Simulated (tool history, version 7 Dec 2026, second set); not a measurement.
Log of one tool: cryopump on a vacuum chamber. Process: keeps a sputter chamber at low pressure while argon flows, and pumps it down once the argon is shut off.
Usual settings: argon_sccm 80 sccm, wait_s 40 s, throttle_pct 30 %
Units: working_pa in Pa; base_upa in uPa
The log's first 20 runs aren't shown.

{"run": 21, "day": 68.771, "argon_sccm": 60, "wait_s": 90, "throttle_pct": 43, "working_pa": 0.1754, "base_upa": 1.8}
{"run": 22, "day": 71.071, "argon_sccm": 147, "wait_s": 90, "throttle_pct": 54, "working_pa": 0.3469, "base_upa": 1.87}
{"day": 73.267, "done": "leaking fittings of the chamber tightened, without venting"}
{"run": 23, "day": 73.996, "argon_sccm": 84, "wait_s": 23, "throttle_pct": 26, "working_pa": 0.3984, "base_upa": 1.73}
{"run": 24, "day": 76.0, "argon_sccm": 84, "wait_s": 272, "throttle_pct": 18, "working_pa": 0.5704, "base_upa": 0.38}
{"run": 25, "day": 80.475, "argon_sccm": 109, "wait_s": 48, "throttle_pct": 33, "working_pa": 0.4137, "base_upa": 1.03}
{"run": 26, "day": 84.85, "argon_sccm": 109, "wait_s": 48, "throttle_pct": 33, "working_pa": 0.4154, "base_upa": 1.12}
{"day": 89.388, "done": "pump warmed up, emptied and cooled again"}
{"run": 27, "day": 89.388, "argon_sccm": 136, "wait_s": 40, "throttle_pct": 56, "working_pa": 0.2929, "base_upa": 1.21}
{"run": 28, "day": 93.204, "argon_sccm": 79, "wait_s": 40, "throttle_pct": 60, "working_pa": 0.1604, "base_upa": 1.28}
{"run": 29, "day": 97.9, "argon_sccm": 79, "wait_s": 40, "throttle_pct": 60, "working_pa": 0.1607, "base_upa": 1.35}
{"run": 30, "day": 102.533, "argon_sccm": 87, "wait_s": 40, "throttle_pct": 23, "working_pa": 0.4564, "base_upa": 1.43}

5 ways to go on from here, each from the tool as it stands after run 30. What would each give?
{"run": "A", "day": 105.546, "argon_sccm": 80, "wait_s": 31, "throttle_pct": 44, "working_pa": "?", "base_upa": "?"}
{"run": "B", "day": 105.546, "argon_sccm": 35, "wait_s": 44, "throttle_pct": 30, "working_pa": "?", "base_upa": "?"}
{"run": "C", "day": 105.546, "argon_sccm": 56, "wait_s": 24, "throttle_pct": 23, "working_pa": "?", "base_upa": "?"}
{"run": "D", "day": 105.546, "argon_sccm": 67, "wait_s": 29, "throttle_pct": 40, "working_pa": "?", "base_upa": "?"}
{"run": "E", "day": 105.546, "argon_sccm": 39, "wait_s": 121, "throttle_pct": 56, "working_pa": "?", "base_upa": "?"}

run=A working_pa=0.2221 base_upa=1.73
run=B working_pa=0.1428 base_upa=1.43
run=C working_pa=0.2937 base_upa=2.01
run=D working_pa=0.2053 base_upa=1.72
run=E working_pa=0.0864 base_upa=0.88
Without the tool's hidden state the same runs would have given:
run=A working_pa=0.2142 base_upa=1.31
run=B working_pa=0.1393 base_upa=1.01
run=C working_pa=0.2881 base_upa=1.6
run=D working_pa=0.1987 base_upa=1.31
run=E working_pa=0.0825 base_upa=0.47
